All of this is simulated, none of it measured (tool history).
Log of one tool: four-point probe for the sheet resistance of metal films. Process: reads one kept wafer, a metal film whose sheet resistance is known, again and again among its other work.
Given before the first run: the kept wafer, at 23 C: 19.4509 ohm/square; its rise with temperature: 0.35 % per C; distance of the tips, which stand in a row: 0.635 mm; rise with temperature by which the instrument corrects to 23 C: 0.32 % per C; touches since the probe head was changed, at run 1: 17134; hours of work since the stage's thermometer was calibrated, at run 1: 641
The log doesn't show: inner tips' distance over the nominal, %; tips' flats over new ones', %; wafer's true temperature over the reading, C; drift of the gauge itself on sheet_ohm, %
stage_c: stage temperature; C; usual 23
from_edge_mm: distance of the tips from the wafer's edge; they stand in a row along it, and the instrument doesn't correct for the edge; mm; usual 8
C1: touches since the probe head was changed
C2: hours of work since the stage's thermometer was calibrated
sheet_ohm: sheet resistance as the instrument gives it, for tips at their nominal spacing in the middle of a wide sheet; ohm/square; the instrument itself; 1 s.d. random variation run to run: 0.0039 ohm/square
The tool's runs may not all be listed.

{"run": 1, "hour": 0.0, "stage_c": 23, "from_edge_mm": 8, "C1": 17134, "C2": 641, "sheet_ohm": 19.513437}
{"run": 2, "hour": 84.0, "stage_c": 23, "from_edge_mm": 8, "C1": 22587, "C2": 702, "sheet_ohm": 19.520827}
{"run": 3, "hour": 145.7, "stage_c": 27, "from_edge_mm": 8, "C1": 26591, "C2": 747, "sheet_ohm": 19.535027}
{"run": 4, "hour": 219.7, "stage_c": 27, "from_edge_mm": 8, "C1": 31397, "C2": 801, "sheet_ohm": 19.53592}
{"run": 5, "hour": 302.4, "stage_c": 27, "from_edge_mm": 8, "C1": 36765, "C2": 861, "sheet_ohm": 19.549403}
{"run": 6, "hour": 371.3, "stage_c": 27, "from_edge_mm": 8, "C1": 41237, "C2": 911, "sheet_ohm": 19.541029}
{"run": 7, "hour": 497.0, "stage_c": 27, "from_edge_mm": 8, "C1": 49399, "C2": 1002, "sheet_ohm": 19.534606}
{"run": 8, "hour": 616.3, "stage_c": 27, "from_edge_mm": 8, "C1": 57147, "C2": 1089, "sheet_ohm": 19.536543}
{"run": 9, "hour": 710.0, "stage_c": 27, "from_edge_mm": 8, "C1": 63227, "C2": 1157, "sheet_ohm": 19.544748}
{"run": 10, "hour": 772.5, "stage_c": 27, "from_edge_mm": 8, "C1": 67287, "C2": 1203, "sheet_ohm": 19.546392}
{"run": 11, "hour": 860.1, "stage_c": 23, "from_edge_mm": 8, "C1": 72972, "C2": 1266, "sheet_ohm": 19.513583}
{"hour": 931.5, "done": "new probe head fitted"}
{"run": 12, "hour": 980.5, "stage_c": 22, "from_edge_mm": 38, "C1": 3186, "C2": 1353, "sheet_ohm": 19.451348}
{"run": 13, "hour": 1090.4, "stage_c": 24, "from_edge_mm": 38, "C1": 10320, "C2": 1433, "sheet_ohm": 19.46141}
{"run": 14, "hour": 1175.3, "stage_c": 23, "from_edge_mm": 29, "C1": 15829, "C2": 1495, "sheet_ohm": 19.450721}
{"run": 15, "hour": 1261.4, "stage_c": 23, "from_edge_mm": 29, "C1": 21423, "C2": 1557, "sheet_ohm": 19.456389}
{"run": 16, "hour": 1385.0, "stage_c": 32, "from_edge_mm": 50, "C1": 29445, "C2": 1647, "sheet_ohm": 19.512273}
{"run": 17, "hour": 1502.2, "stage_c": 23, "from_edge_mm": 35, "C1": 37056, "C2": 1733, "sheet_ohm": 19.444157}
{"run": 18, "hour": 1609.6, "stage_c": 32, "from_edge_mm": 43, "C1": 44029, "C2": 1811, "sheet_ohm": 19.498637}
{"run": 19, "hour": 1684.0, "stage_c": 29, "from_edge_mm": 8, "C1": 48856, "C2": 1865, "sheet_ohm": 19.551585}
{"run": 20, "hour": 1743.9, "stage_c": 32, "from_edge_mm": 31, "C1": 52748, "C2": 1908, "sheet_ohm": 19.51102}
{"run": 21, "hour": 1846.6, "stage_c": 32, "from_edge_mm": 31, "C1": 59413, "C2": 1983, "sheet_ohm": 19.509908}

Below are 3 alternative next runs, each starting from the tool's condition after run 21. Predict each:
{"run": "A", "hour": 1926.7, "stage_c": 20, "from_edge_mm": 25, "C1": 64615, "C2": 2041, "sheet_ohm": "?"}
{"run": "B", "hour": 1926.7, "stage_c": 22, "from_edge_mm": 33, "C1": 64615, "C2": 2041, "sheet_ohm": "?"}
{"run": "C", "hour": 1926.7, "stage_c": 24, "from_edge_mm": 12, "C1": 64615, "C2": 2041, "sheet_ohm": "?"}

run=A sheet_ohm=19.438894
run=B sheet_ohm=19.443967
run=C sheet_ohm=19.483292
With the hidden condition removed and each run's random variation left untouched, the same runs would have given:
run=A sheet_ohm=19.441682
run=B sheet_ohm=19.446754
run=C sheet_ohm=19.486082

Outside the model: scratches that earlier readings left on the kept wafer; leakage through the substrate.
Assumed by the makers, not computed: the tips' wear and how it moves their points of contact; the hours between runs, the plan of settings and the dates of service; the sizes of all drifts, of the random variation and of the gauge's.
